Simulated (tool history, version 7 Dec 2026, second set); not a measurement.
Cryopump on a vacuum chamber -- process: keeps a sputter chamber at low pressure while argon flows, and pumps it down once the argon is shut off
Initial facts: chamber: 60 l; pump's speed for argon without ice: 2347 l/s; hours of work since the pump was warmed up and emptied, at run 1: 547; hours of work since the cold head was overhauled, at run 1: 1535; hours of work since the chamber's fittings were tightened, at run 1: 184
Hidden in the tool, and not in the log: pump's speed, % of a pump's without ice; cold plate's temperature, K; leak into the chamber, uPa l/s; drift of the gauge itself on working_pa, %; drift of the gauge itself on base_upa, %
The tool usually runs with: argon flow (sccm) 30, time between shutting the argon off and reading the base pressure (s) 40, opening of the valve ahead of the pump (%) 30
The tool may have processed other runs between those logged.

| run | hour | argon flow (sccm) | time between shutting the argon off and reading the base pressure (s) | opening of the valve ahead of the pump (%) | hours of work since the pump was warmed up and emptied | hours of work since the cold head was overhauled | hours of work since the chamber's fittings were tightened | pressure while argon flows (Pa) | pressure after the wait (uPa) |
|---|---|---|---|---|---|---|---|---|---|
| 1 | 0.0 | 30 | 40 | 30 | 547 | 1535 | 184 | 0.0769 | 0.97 |
| 2 | 63.9 | 30 | 23 | 30 | 589 | 1578 | 226 | 0.0771 | 1.57 |
| 3 | 145.7 | 18 | 23 | 30 | 643 | 1632 | 280 | 0.0460 | 1.58 |
| 4 | 188.4 | 30 | 176 | 30 | 672 | 1660 | 309 | 0.0780 | 0.46 |
| 5 | 265.2 | 30 | 176 | 30 | 723 | 1711 | 359 | 0.0781 | 0.51 |
| 6 | 320.4 | 30 | 176 | 30 | 759 | 1748 | 396 | 0.0782 | 0.54 |
| 7 | 367.6 | 30 | 176 | 30 | 791 | 1779 | 427 | 0.0788 | 0.59 |
| 8 | 455.1 | 30 | 176 | 30 | 848 | 1837 | 485 | 0.0808 | 0.59 |
| 9 | 532.0 | 30 | 176 | 30 | 899 | 1888 | 536 | 0.0811 | 0.66 |
| 10 | 577.1 | 30 | 176 | 30 | 929 | 1918 | 566 | 0.0820 | 0.67 |
|  | 593.6 | pump warmed up, emptied and cooled again |
| 11 | 663.9 | 30 | 176 | 30 | 47 | 1972 | 620 | 0.0720 | 0.56 |
| 12 | 750.2 | 31 | 225 | 29 | 104 | 2029 | 678 | 0.0784 | 0.54 |
| 13 | 817.3 | 31 | 225 | 29 | 148 | 2074 | 722 | 0.0796 | 0.57 |
| 14 | 896.1 | 21 | 40 | 15 | 200 | 2126 | 774 | 0.1022 | 1.21 |

Predict the results of run 15:
| 15 | 986.4 | 35 | 40 | 30 | 260 | 2186 | 834 | ? | ? |

For run 15 the tool returned pressure while argon flows (Pa) 0.0868, pressure after the wait (uPa) 1.18.
With no hidden state in the tool, this same run would have given pressure while argon flows (Pa) 0.0839, pressure after the wait (uPa) 0.81.
